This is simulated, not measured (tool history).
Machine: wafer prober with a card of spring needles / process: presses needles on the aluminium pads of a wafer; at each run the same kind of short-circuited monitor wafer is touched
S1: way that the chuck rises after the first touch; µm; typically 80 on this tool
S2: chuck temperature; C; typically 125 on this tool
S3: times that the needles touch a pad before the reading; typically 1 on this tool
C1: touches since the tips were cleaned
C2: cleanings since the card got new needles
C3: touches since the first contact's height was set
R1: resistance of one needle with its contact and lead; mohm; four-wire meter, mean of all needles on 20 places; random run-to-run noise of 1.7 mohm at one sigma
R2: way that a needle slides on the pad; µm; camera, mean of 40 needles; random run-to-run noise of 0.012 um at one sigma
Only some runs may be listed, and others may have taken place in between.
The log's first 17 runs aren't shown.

run 18 day=13.196 | S1=89 S2=125 S3=2 | C1=6325 C2=9 C3=84254 | R1=185 R2=23.94
-- day=13.583 tips cleaned on abrasive film
run 19 day=13.700 | S1=62 S2=38 S3=2 | C1=696 C2=10 C3=87287 | R1=168 R2=16.62
run 20 day=14.608 | S1=80 S2=117 S3=3 | C1=6235 C2=10 C3=92826 | R1=181 R2=21.49
-- day=15.017 tips cleaned on abrasive film
run 21 day=15.467 | S1=88 S2=122 S3=2 | C1=2732 C2=11 C3=98023 | R1=180 R2=23.64
run 22 day=16.117 | S1=80 S2=96 S3=3 | C1=6716 C2=11 C3=102007 | R1=177 R2=21.47
-- day=16.454 tips cleaned on abrasive film
run 23 day=16.638 | S1=80 S2=96 S3=3 | C1=1111 C2=12 C3=105131 | R1=175 R2=21.46
run 24 day=17.525 | S1=66 S2=65 S3=3 | C1=6527 C2=12 C3=110547 | R1=180 R2=17.66
-- day=17.912 tips cleaned on abrasive film
run 25 day=17.979 | S1=61 S2=65 S3=1 | C1=413 C2=13 C3=113302 | R1=173 R2=16.32
run 26 day=19.083 | S1=61 S2=65 S3=1 | C1=7138 C2=13 C3=120027 | R1=220 R2=16.30
-- day=19.333 tips cleaned on abrasive film
run 27 day=19.554 | S1=61 S2=65 S3=1 | C1=1342 C2=14 C3=122869 | R1=190 R2=16.29
run 28 day=20.046 | S1=67 S2=115 S3=3 | C1=4320 C2=14 C3=125847 | R1=182 R2=17.93
run 29 day=20.696 | S1=67 S2=115 S3=3 | C1=8276 C2=14 C3=129803 | R1=189 R2=17.91
-- day=20.779 tips cleaned on abrasive film
run 30 day=21.379 | S1=92 S2=125 S3=1 | C1=3656 C2=15 C3=133950 | R1=188 R2=24.66
run 31 day=21.938 | S1=92 S2=125 S3=1 | C1=7065 C2=15 C3=137359 | R1=190 R2=24.66
-- day=22.167 tips cleaned on abrasive film
run 32 day=22.775 | S1=77 S2=41 S3=3 | C1=3701 C2=16 C3=142421 | R1=165 R2=20.61
run 33 day=23.288 | S1=77 S2=41 S3=3 | C1=6843 C2=16 C3=145563 | R1=171 R2=20.59

Each row is a separate what-if for the run after 33, all from the same tool condition, not one after another. Results?
-- day=23.562 tips cleaned on abrasive film
run A day=24.012 | S1=70 S2=74 S3=2 | C1=2726 C2=17 C3=149936 | R1=? R2=?
-- day=23.562 tips cleaned on abrasive film
run B day=24.012 | S1=77 S2=82 S3=2 | C1=2726 C2=17 C3=149936 | R1=? R2=?
-- day=23.562 tips cleaned on abrasive film
run C day=24.012 | S1=74 S2=43 S3=1 | C1=2726 C2=17 C3=149936 | R1=? R2=?
-- day=23.562 tips cleaned on abrasive film
run D day=24.012 | S1=80 S2=111 S3=1 | C1=2726 C2=17 C3=149936 | R1=? R2=?

run=A R1=179 R2=18.66
run=B R1=175 R2=20.57
run=C R1=185 R2=19.76
run=D R1=188 R2=21.38
Had the tool no hidden state, the same runs would have come out as:
run=A R1=159 R2=18.89
run=B R1=159 R2=20.80
run=C R1=154 R2=20.00
run=D R1=164 R2=21.61
